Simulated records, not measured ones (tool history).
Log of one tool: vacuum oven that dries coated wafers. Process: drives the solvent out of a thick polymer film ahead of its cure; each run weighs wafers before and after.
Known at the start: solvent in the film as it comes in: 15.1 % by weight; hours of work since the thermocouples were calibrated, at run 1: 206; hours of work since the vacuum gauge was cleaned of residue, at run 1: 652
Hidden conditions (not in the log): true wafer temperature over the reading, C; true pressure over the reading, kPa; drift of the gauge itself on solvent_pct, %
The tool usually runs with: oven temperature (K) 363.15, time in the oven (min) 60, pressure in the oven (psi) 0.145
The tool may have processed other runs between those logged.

run,hour,oven temperature (K),time in the oven (min),pressure in the oven (psi),hours of work since the thermocouples were calibrated,hours of work since the vacuum gauge was cleaned of residue,solvent left in the film (%)
1,0.0,363.15,60,0.145,206,652,1.62
2,56.3,360.15,60,0.145,249,695,1.99
3,98.1,371.15,60,0.145,280,726,0.88
4,149.2,371.15,60,0.145,318,765,0.90
5,189.3,363.15,60,0.145,349,795,1.67
6,231.6,371.15,60,0.145,380,826,0.90
7,281.9,371.15,60,0.145,418,864,0.81
8,310.1,363.15,60,0.289,439,885,2.37
9,360.3,363.15,60,0.289,477,923,2.39
10,423.1,363.15,60,0.289,524,970,2.42
11,483.0,363.15,60,0.289,569,1015,2.49
12,545.2,363.15,60,0.289,616,1062,2.41
13,592.2,363.15,60,0.289,651,1098,2.39
14,633.9,363.15,60,0.395,683,1129,3.00
15,664.0,363.15,60,0.395,705,1151,3.04
16,704.1,363.15,60,0.175,736,1182,1.93
17,751.5,363.15,75,0.175,771,1217,1.70
18,781.4,363.15,75,0.175,794,1240,1.68
19,830.4,363.15,75,0.175,830,1277,1.75
20,889.1,357.15,75,0.175,875,1321,2.45
21,939.7,357.15,75,0.175,913,1359,2.60
22,977.2,357.15,75,0.175,941,1387,2.63
23,1013.7,363.15,62,0.145,968,1414,1.90
24,1041.5,355.15,92,0.213,989,1435,2.84
25,1071.8,355.15,44,0.213,1012,1458,5.03
26,1134.2,363.15,45,0.213,1059,1505,3.15
27,1194.1,375.15,104,0.162,1104,1550,0.80
28,1229.2,376.15,68,0.158,1130,1576,0.86
29,1274.5,360.15,68,0.402,1164,1610,3.57
30,1311.0,360.15,68,0.402,1192,1638,3.78
31,1348.1,368.15,39,0.225,1220,1666,2.68
32,1389.7,368.15,39,0.225,1251,1697,2.66
33,1432.9,368.15,39,0.225,1283,1729,2.71
# hour 1472.0: oven's thermocouples calibrated
34,1496.5,368.15,39,0.225,18,1776,2.54
35,1553.4,368.15,39,0.225,61,1818,2.59
36,1604.5,368.15,39,0.225,100,1857,2.60
37,1631.9,372.15,39,0.116,120,1877,1.55
38,1675.3,359.15,91,0.081,153,1910,1.65
39,1733.9,359.15,91,0.081,197,1954,1.56
40,1785.9,353.15,47,0.081,236,1993,4.56
41,1839.1,354.15,60,0.100,276,2033,3.63
42,1901.2,354.15,60,0.100,323,2080,3.65
43,1936.7,354.15,60,0.100,349,2107,3.56
44,1991.8,354.15,60,0.100,391,2148,3.62
# hour 2013.6: vacuum gauge cleaned of residue and calibrated
45,2043.8,353.15,80,0.078,429,23,1.83
46,2102.9,371.15,55,0.074,473,67,0.61

Same runs, no hidden state in the tool, same run-to-run variation:
run,solvent left in the film (%)
1,1.43
2,1.76
3,0.70
4,0.71
5,1.41
6,0.69
7,0.58
8,2.04
9,2.05
10,2.06
11,2.10
12,1.99
13,1.95
14,2.53
15,2.56
16,1.46
17,1.22
18,1.19
19,1.24
20,1.78
21,1.90
22,1.90
23,1.30
24,2.03
25,4.21
26,2.45
27,0.43
28,0.49
29,2.73
30,2.90
31,2.00
32,1.96
33,2.00
34,2.06
35,2.09
36,2.09
37,1.10
38,0.90
39,0.77
40,3.67
41,2.67
42,2.64
43,2.54
44,2.57
45,1.66
46,0.52
